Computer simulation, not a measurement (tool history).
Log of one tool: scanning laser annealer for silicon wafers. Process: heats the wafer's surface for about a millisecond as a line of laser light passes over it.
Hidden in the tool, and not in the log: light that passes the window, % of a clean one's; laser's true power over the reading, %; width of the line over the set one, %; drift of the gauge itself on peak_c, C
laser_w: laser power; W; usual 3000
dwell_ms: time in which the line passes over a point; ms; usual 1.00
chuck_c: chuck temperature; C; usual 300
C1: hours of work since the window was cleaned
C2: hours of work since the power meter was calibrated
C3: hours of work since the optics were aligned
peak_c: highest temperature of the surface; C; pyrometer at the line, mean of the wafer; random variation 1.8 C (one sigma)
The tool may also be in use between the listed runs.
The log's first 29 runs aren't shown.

Run 30, hour 371.5: usual settings but laser_w 2833 W, dwell_ms 1.19 ms; C1 238; C2 575; C3 332. Result: peak_c 1033 C.
Run 31, hour 380.0: usual settings but laser_w 2833 W, dwell_ms 1.19 ms; C1 243; C2 580; C3 338. Result: peak_c 1033 C.
Run 32, hour 387.2: usual settings but chuck_c 263 C; C1 248; C2 585; C3 343. Result: peak_c 970 C.
Run 33, hour 399.7: usual settings but laser_w 2871 W, dwell_ms 0.74 ms; C1 257; C2 594; C3 351. Result: peak_c 879 C.
Run 34, hour 413.3: usual settings but laser_w 2834 W, dwell_ms 0.93 ms, chuck_c 306 C; C1 266; C2 603; C3 360. Result: peak_c 951 C.
Run 35, hour 426.0: usual settings but laser_w 2728 W, dwell_ms 0.93 ms, chuck_c 316 C; C1 274; C2 611; C3 369. Result: peak_c 936 C.
Run 36, hour 441.5: usual settings but laser_w 2972 W, dwell_ms 1.23 ms, chuck_c 273 C; C1 284; C2 622; C3 379. Result: peak_c 1059 C.
Run 37, hour 453.8: usual settings but laser_w 2972 W, dwell_ms 1.08 ms, chuck_c 292 C; C1 293; C2 630; C3 387. Result: peak_c 1028 C.
Run 38, hour 463.4: usual settings but laser_w 2972 W, dwell_ms 1.08 ms, chuck_c 292 C; C1 299; C2 636; C3 394. Result: peak_c 1020 C.
Run 39, hour 472.1: usual settings but laser_w 2972 W, dwell_ms 1.08 ms, chuck_c 292 C; C1 305; C2 642; C3 399. Result: peak_c 1020 C.
Run 40, hour 485.6: usual settings but laser_w 2972 W, dwell_ms 1.08 ms, chuck_c 292 C; C1 314; C2 651; C3 408. Result: peak_c 1024 C.

5 ways to go on from here, each from the tool as it stands after run 40. What would each give?
Run A, hour 497.8: usual settings but laser_w 2896 W, dwell_ms 1.08 ms, chuck_c 289 C; C1 322; C2 659; C3 417. Result: peak_c ?.
Run B, hour 497.8: usual settings but laser_w 3268 W, dwell_ms 0.86 ms, chuck_c 268 C; C1 322; C2 659; C3 417. Result: peak_c ?.
Run C, hour 497.8: usual settings but chuck_c 266 C; C1 322; C2 659; C3 417. Result: peak_c ?.
Run D, hour 497.8: usual settings but dwell_ms 1.22 ms; C1 322; C2 659; C3 417. Result: peak_c ?.
Run E, hour 497.8: usual settings but laser_w 2858 W, dwell_ms 0.97 ms, chuck_c 298 C; C1 322; C2 659; C3 417. Result: peak_c ?.

run  peak_c
  A    1000
  B     976
  C     974
  D    1091
  E     961
Without the tool's hidden state the same runs would have given:
run  peak_c
  A    1000
  B     977
  C     974
  D    1092
  E     961
